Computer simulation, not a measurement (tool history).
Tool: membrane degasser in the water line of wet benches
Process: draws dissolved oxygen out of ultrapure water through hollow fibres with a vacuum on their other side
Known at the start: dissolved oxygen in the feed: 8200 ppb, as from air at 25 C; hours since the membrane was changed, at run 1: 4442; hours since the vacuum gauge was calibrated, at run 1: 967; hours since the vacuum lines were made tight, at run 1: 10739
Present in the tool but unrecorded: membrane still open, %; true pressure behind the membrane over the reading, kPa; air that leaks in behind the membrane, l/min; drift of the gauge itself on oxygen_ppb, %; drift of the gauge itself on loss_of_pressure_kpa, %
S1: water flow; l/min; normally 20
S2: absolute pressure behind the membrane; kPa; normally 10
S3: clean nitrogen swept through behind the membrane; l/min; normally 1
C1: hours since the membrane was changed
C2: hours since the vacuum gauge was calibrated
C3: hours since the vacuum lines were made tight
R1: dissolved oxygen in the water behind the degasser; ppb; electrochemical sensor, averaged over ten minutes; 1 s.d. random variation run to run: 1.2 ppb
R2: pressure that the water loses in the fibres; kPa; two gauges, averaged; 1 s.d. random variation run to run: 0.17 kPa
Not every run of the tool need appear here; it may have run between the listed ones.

run,hour,S1,S2,S3,C1,C2,C3,R1,R2
1,0,20,10,1,4442,967,10739,305.2,30.64
2,176.7,20,10,1,4618,1143,10916,310.2,30.53
3,281.8,20,10,1,4723,1249,11021,307,29.77
4,477.3,20,11.7,1,4919,1444,11217,379.3,30.48
5,611.3,20,11.7,1,5053,1578,11351,382.1,30.54
6,800.7,20,7,1,5242,1767,11540,180.4,30.43
7,978.1,20,7,1,5420,1945,11717,178.7,30.67
8,1125.6,20,7,1,5567,2092,11865,180.8,30.42
9,1271.7,20,7,1,5713,2238,12011,180.3,31.23
10,1436,20,7,1,5878,2403,12175,180.5,31
11,1570.1,20,10,1,6012,2537,12309,311.4,30.74
12,1674.6,20,10,1,6116,2641,12414,311.9,30.45
13,1820.8,20,10,1,6262,2788,12560,312.7,31
14,1948,27,6.4,1.48,6390,2915,12687,152.8,42.05
15,2035.3,27,6.4,1.48,6477,3002,12775,152.7,41.85
16,2134,27,6.4,1.48,6576,3101,12873,151,41.75
# hour 2147.2: vacuum gauge calibrated
17,2307.9,27,6.4,1.48,6749,161,13047,154.5,42.13
18,2475.7,20,14.8,1.25,6917,328,13214,429.5,31.35
# hour 2494.5: vacuum gauge calibrated, once more
19,2561.6,20,14.8,1.25,7002,67,13300,422.6,31.17
20,2742.6,20,11.9,0.53,7183,248,13481,630.1,31.14
# hour 2833.6: seals of the vacuum lines changed
21,2874.2,20,11.9,0.53,7313,378,41,627.3,31.19
22,3037.2,20,10,0.92,7476,541,204,317.6,31.1
23,3222.4,20,10,0.76,7661,726,389,374.6,31.25
24,3356.8,20,10,0.76,7795,860,523,375.1,31.27
25,3505.1,17,7.8,1,7944,1009,671,178.9,26.31
26,3644.7,17,7.8,1,8083,1148,811,178.2,26.57

Predict each of these 4 candidate next runs independently; none follows another, all start after run 26:
A,3839.6,12,10,1.84,8278,1343,1006,?,?
B,3839.6,19,15.2,0.49,8278,1343,1006,?,?
C,3839.6,20,20.3,2.97,8278,1343,1006,?,?
D,3839.6,20,10,0.55,8278,1343,1006,?,?

run,R1,R2
A,108,18.96
B,866.4,29.79
C,275.4,31.37
D,488.9,31.57
Stripped of hidden state, with their random variation kept, the same runs would have yielded:
run,R1,R2
A,106.3,17.94
B,861.4,28.15
C,271.9,29.65
D,483.7,29.84
